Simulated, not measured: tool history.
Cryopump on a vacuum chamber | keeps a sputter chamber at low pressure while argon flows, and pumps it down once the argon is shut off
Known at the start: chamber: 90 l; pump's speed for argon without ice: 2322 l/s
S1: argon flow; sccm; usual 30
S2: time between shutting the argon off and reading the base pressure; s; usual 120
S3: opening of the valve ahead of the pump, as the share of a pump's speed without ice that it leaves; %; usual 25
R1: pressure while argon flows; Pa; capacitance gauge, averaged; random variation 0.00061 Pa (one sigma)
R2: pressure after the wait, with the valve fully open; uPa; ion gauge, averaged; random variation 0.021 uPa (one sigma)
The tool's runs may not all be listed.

run 1 hour=0 | S1=30 S2=120 S3=25 | R1=0.0866 R2=1.03
run 2 hour=76.8 | S1=15 S2=120 S3=25 | R1=0.0445 R2=1.04
run 3 hour=140.7 | S1=30 S2=120 S3=25 | R1=0.0891 R2=1.08
run 4 hour=194.9 | S1=30 S2=120 S3=25 | R1=0.0889 R2=1.11
-- hour=256.2 leaking fittings of the chamber tightened, without venting
run 5 hour=264.4 | S1=30 S2=120 S3=25 | R1=0.0899 R2=0.52
run 6 hour=306.2 | S1=30 S2=120 S3=25 | R1=0.0893 R2=0.49
run 7 hour=381.2 | S1=30 S2=120 S3=25 | R1=0.0908 R2=0.51
run 8 hour=463.8 | S1=30 S2=86 S3=25 | R1=0.0921 R2=0.68
run 9 hour=498.5 | S1=30 S2=120 S3=25 | R1=0.0906 R2=0.53
run 10 hour=541.9 | S1=30 S2=120 S3=31 | R1=0.0749 R2=0.55
run 11 hour=597 | S1=30 S2=120 S3=31 | R1=0.0758 R2=0.57
run 12 hour=647.6 | S1=30 S2=120 S3=31 | R1=0.0754 R2=0.65
run 13 hour=685.3 | S1=30 S2=27 S3=25 | R1=0.0935 R2=1.72
run 14 hour=728.9 | S1=30 S2=27 S3=25 | R1=0.0945 R2=1.79
run 15 hour=807.5 | S1=30 S2=27 S3=25 | R1=0.0953 R2=1.73
run 16 hour=862.6 | S1=30 S2=27 S3=25 | R1=0.0958 R2=1.77
run 17 hour=931.5 | S1=30 S2=120 S3=25 | R1=0.0963 R2=0.78
-- hour=1009.7 pump warmed up, emptied and cooled again
run 18 hour=1013.6 | S1=14 S2=51 S3=51 | R1=0.0203 R2=1.08
run 19 hour=1073.9 | S1=22 S2=92 S3=43 | R1=0.0383 R2=0.75
run 20 hour=1116.3 | S1=19 S2=43 S3=22 | R1=0.064 R2=1.26
run 21 hour=1179.2 | S1=13 S2=287 S3=25 | R1=0.0381 R2=0.53
run 22 hour=1236.6 | S1=13 S2=287 S3=25 | R1=0.0396 R2=0.58
run 23 hour=1283.4 | S1=21 S2=80 S3=31 | R1=0.051 R2=0.92
run 24 hour=1350.1 | S1=30 S2=120 S3=33 | R1=0.0684 R2=0.75
run 25 hour=1392.2 | S1=30 S2=25 S3=49 | R1=0.0484 R2=1.94

The next listed run, before its measurement:
run 26 hour=1460.9 | S1=30 S2=64 S3=50 | R1=? R2=?

Run 26 gave R1 0.0479 Pa, R2 1.12 uPa.
Without the tool's hidden state the same run would have given R1 0.0435 Pa, R2 0.72 uPa.
